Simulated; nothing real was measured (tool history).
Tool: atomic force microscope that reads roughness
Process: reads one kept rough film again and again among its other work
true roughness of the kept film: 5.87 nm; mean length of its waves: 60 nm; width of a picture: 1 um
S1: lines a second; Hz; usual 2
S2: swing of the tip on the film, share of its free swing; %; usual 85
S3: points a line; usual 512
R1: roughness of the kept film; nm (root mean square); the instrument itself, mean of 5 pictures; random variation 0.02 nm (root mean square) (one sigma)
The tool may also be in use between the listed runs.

run,hour,S1,S2,S3,R1
1,0,2,85,512,4.47
# hour 16.4: new tip fitted
2,36.9,2,85,902,4.669
# hour 92.2: new tip fitted
3,107.3,2,85,512,4.717
# hour 167.1: new tip fitted
4,177.7,1.27,85,512,5.004
5,234.6,1.27,85,512,4.667
# hour 240.5: new tip fitted
6,293.3,2,85,512,4.496
# hour 313.9: new tip fitted
7,367.5,2,85,512,4.509
# hour 390.7: new tip fitted
8,406.7,2,85,512,4.685
9,456.4,2,85,512,4.471
# hour 463.7: new tip fitted
10,504,2,85,512,4.529
# hour 538.6: new tip fitted
11,551.8,2,85,512,4.693
12,603.6,1.11,85,512,4.738
# hour 616.1: new tip fitted
13,644.4,1.11,85,512,4.957
# hour 690.9: new tip fitted
14,698.1,1.11,85,512,5.056
15,732.1,1.11,85,512,4.876
# hour 766.8: new tip fitted
16,788.6,1.11,85,512,4.987
# hour 839.7: new tip fitted
17,839.7,2,85,512,4.757
18,899.2,2,85,512,4.46
# hour 912.9: new tip fitted
19,939.6,2,85,512,4.666
# hour 987.9: new tip fitted
20,988.4,2,85,485,4.758
# hour 1062: new tip fitted
21,1062,2,85,485,4.771
22,1132.6,2,85,485,4.417
# hour 1140.1: new tip fitted
23,1178.8,2,85,947,4.562
# hour 1214.1: new tip fitted
24,1214.1,2,72,947,5.128
25,1264.3,2,72,947,4.841
# hour 1290.8: new tip fitted
26,1307.5,2,72,947,4.999
27,1351.1,2.6,87,467,4.156
# hour 1363.5: new tip fitted
28,1412.9,2,62,285,5.05
# hour 1437.8: new tip fitted
29,1448.6,2,62,285,5.221
30,1504.7,2,62,285,4.946
# hour 1511.1: new tip fitted
31,1575.7,1.16,58,285,5.048
# hour 1587: new tip fitted
32,1634.2,2,78,489,4.694
# hour 1663.3: new tip fitted
33,1697,2,78,489,4.772
34,1733.4,2.12,83,361,4.466
# hour 1740.6: new tip fitted
35,1794.6,2.12,83,361,4.543
# hour 1816: new tip fitted
36,1873.1,2.04,77,270,4.615
# hour 1892: new tip fitted
37,1926.6,2.04,77,270,4.781
# hour 1970.6: new tip fitted
38,1989.6,0.53,59,917,5.349
# hour 2044.1: new tip fitted
39,2046.6,3.56,62,898,5.124
40,2105.5,3.56,62,898,4.798
# hour 2123.1: new tip fitted
41,2151.1,1.46,85,338,4.781
42,2183,2,60,487,5.001
# hour 2196.6: new tip fitted
43,2218.7,2,60,487,5.174
# hour 2271.9: new tip fitted
44,2291.4,0.73,65,602,5.32
45,2342.6,0.73,65,602,5.002
# hour 2349.7: new tip fitted
46,2415.1,0.73,65,602,5.08
# hour 2429: new tip fitted
47,2484.3,0.73,65,602,5.121
# hour 2507.4: new tip fitted
48,2535.2,2.94,71,933,4.839
49,2573.2,2,84,512,4.418

Hidden state or all else? Some run-to-run changes of R1, split into what the settings, what came in and random variation would give without the hidden state, and what is left for the hidden state (with any gauge scatter that isn't in both results):
The hidden state here: radius of the tip, nm; height scale over the true one, %; drift of the gauge itself on roughness_nm, %.
Run 4 -> 5: no setting changed, nothing entered. R1 -0.337 nm (root mean square): hidden state -0.318, all else -0.019.
Run 21 -> 22: no setting changed, nothing entered. R1 -0.354 nm (root mean square): hidden state -0.351, all else -0.003.
Run 26 -> 27: S1 2 -> 2.6, S2 72 -> 87, S3 947 -> 467. R1 -0.843 nm (root mean square): hidden state -0.199, all else -0.644.
Run 27 -> 28: S1 2.6 -> 2, S2 87 -> 62, S3 467 -> 285, new tip fitted. R1 +0.894 nm (root mean square): hidden state -0.016, all else +0.91.
Run 37 -> 38: S1 2.04 -> 0.53, S2 77 -> 59, S3 270 -> 917, new tip fitted. R1 +0.568 nm (root mean square): hidden state +0.045, all else +0.523.
Run 39 -> 40: no setting changed, nothing entered. R1 -0.326 nm (root mean square): hidden state -0.342, all else +0.016.
